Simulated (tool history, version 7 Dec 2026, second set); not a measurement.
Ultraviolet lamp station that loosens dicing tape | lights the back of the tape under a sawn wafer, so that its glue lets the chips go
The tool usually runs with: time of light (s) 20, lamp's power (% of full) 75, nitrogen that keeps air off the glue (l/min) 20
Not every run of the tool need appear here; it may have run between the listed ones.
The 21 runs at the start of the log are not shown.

run   hour  time of light (s)  lamp's power (% of full)  nitrogen that keeps air off the glue (l/min)  hours of work of the lamp  hours of work since the window was cleaned  force that peels the tape off (N)  light that reached the tape (mJ/cm²)
     268.8  -- window cleaned of glue's vapour, once more
 22  283.7                 20                        75                                            20                        345                                          11                              1.179                                   419
 23  294.2                 28                        75                                            20                        353                                          18                              0.603                                   580
 24  310.8                 28                        75                                            21                        365                                          30                              0.577                                   575
 25    326                 17                        79                                             7                        375                                          40                              2.399                                   372
 26    336                 17                        79                                            21                        382                                          48                              1.453                                   372
 27  345.5                 16                        75                                             7                        389                                          54                              2.615                                   323
 28  361.6                 16                        75                                            40                        401                                          66                              1.391                                   325
 29  378.8                 22                        98                                            12                        413                                          78                              0.805                                   581
 30  387.2                 39                        75                                            13                        419                                          84                               0.37                                   790
 31  401.5                 15                        67                                            11                        429                                          94                              2.808                                   271
 32  414.2                 15                        67                                             7                        438                                         103                              3.149                                   270
 33  422.3                 20                        73                                            18                        444                                         109                              1.354                                   391
 34  438.3                 12                        68                                             7                        455                                         120                              3.934                                   217
 35  448.8                 23                        77                                            28                        462                                         127                              0.809                                   472
 36  459.7                 21                        77                                            16                        470                                         135                              1.279                                   429
 37  471.6                 21                        77                                            16                        478                                         144                              1.271                                   431
 38  481.4                 13                        75                                            35                        485                                         150                              2.112                                   257
 39    497                 13                        75                                            35                        496                                         162                              2.202                                   259
 40  516.5                 13                        75                                            26                        510                                         175                              2.319                                   257
 41  526.7                 12                        75                                             7                        517                                         183                              3.758                                   237
 42    536                 12                        75                                             7                        524                                         189                              3.608                                   232
 43  548.9                 21                        90                                            24                        533                                         198                              0.768                                   493

What if the next run were any one of these 3? Each begins from the tool's condition after run 43:
  A  557.5                 19                        88                                            15                        539                                         204                                  ?                                     ?
  B  557.5                 13                        76                                            24                        539                                         204                                  ?                                     ?
  C  557.5                 21                        90                                            24                        539                                         204                                  ?                                     ?

run  force that peels the tape off (N)  light that reached the tape (mJ/cm²)
  A                              1.288                                   430
  B                               2.33                                   252
  C                              0.787                                   493
With the hidden condition removed and each run's random variation left untouched, the same runs would have given:
run  force that peels the tape off (N)  light that reached the tape (mJ/cm²)
  A                              1.009                                   489
  B                              1.967                                   286
  C                              0.587                                   559
